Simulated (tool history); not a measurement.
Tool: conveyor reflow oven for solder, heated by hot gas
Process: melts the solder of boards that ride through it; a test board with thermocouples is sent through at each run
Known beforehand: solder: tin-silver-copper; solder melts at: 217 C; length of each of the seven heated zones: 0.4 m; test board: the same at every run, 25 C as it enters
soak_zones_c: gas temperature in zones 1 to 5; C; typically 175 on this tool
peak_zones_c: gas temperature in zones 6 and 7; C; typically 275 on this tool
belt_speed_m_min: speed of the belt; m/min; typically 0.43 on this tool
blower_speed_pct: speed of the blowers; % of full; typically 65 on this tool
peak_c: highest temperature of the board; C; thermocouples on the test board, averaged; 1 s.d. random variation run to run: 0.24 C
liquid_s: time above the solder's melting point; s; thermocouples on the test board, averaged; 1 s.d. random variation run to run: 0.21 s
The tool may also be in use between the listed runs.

run 1 hour=0 | soak_zones_c=175 peak_zones_c=275 belt_speed_m_min=0.43 blower_speed_pct=65 | peak_c=261.9 liquid_s=94.2
run 2 hour=90.3 | soak_zones_c=175 peak_zones_c=275 belt_speed_m_min=0.43 blower_speed_pct=65 | peak_c=261.7 liquid_s=93.8
run 3 hour=176.9 | soak_zones_c=175 peak_zones_c=275 belt_speed_m_min=0.43 blower_speed_pct=65 | peak_c=262 liquid_s=94.2
-- hour=207.9 flux residue cleaned out of gas plates and filters
run 4 hour=273.9 | soak_zones_c=175 peak_zones_c=275 belt_speed_m_min=0.43 blower_speed_pct=65 | peak_c=261.8 liquid_s=94.1
run 5 hour=328 | soak_zones_c=175 peak_zones_c=275 belt_speed_m_min=0.43 blower_speed_pct=65 | peak_c=262.5 liquid_s=94.2
run 6 hour=398.3 | soak_zones_c=175 peak_zones_c=275 belt_speed_m_min=0.43 blower_speed_pct=65 | peak_c=261.8 liquid_s=94.1
run 7 hour=483.4 | soak_zones_c=175 peak_zones_c=275 belt_speed_m_min=0.43 blower_speed_pct=65 | peak_c=262.5 liquid_s=94
-- hour=533.1 flux residue cleaned out of gas plates and filters
run 8 hour=590 | soak_zones_c=175 peak_zones_c=275 belt_speed_m_min=0.43 blower_speed_pct=72 | peak_c=263.1 liquid_s=95.1
run 9 hour=646 | soak_zones_c=175 peak_zones_c=275 belt_speed_m_min=0.43 blower_speed_pct=65 | peak_c=262 liquid_s=94.1
run 10 hour=730.6 | soak_zones_c=175 peak_zones_c=275 belt_speed_m_min=0.43 blower_speed_pct=65 | peak_c=262.2 liquid_s=94
-- hour=777.3 thermocouples of zones 6 and 7 changed
run 11 hour=785.4 | soak_zones_c=175 peak_zones_c=275 belt_speed_m_min=0.43 blower_speed_pct=65 | peak_c=262 liquid_s=93.8

What will run 12 give?
run 12 hour=854.6 | soak_zones_c=178 peak_zones_c=275 belt_speed_m_min=0.374 blower_speed_pct=65 | peak_c=? liquid_s=?

Run 12 gave peak_c 266.1 C, liquid_s 113.8 s.
With no hidden state in the tool, this same run would have given peak_c 266.2 C, liquid_s 113.8 s.
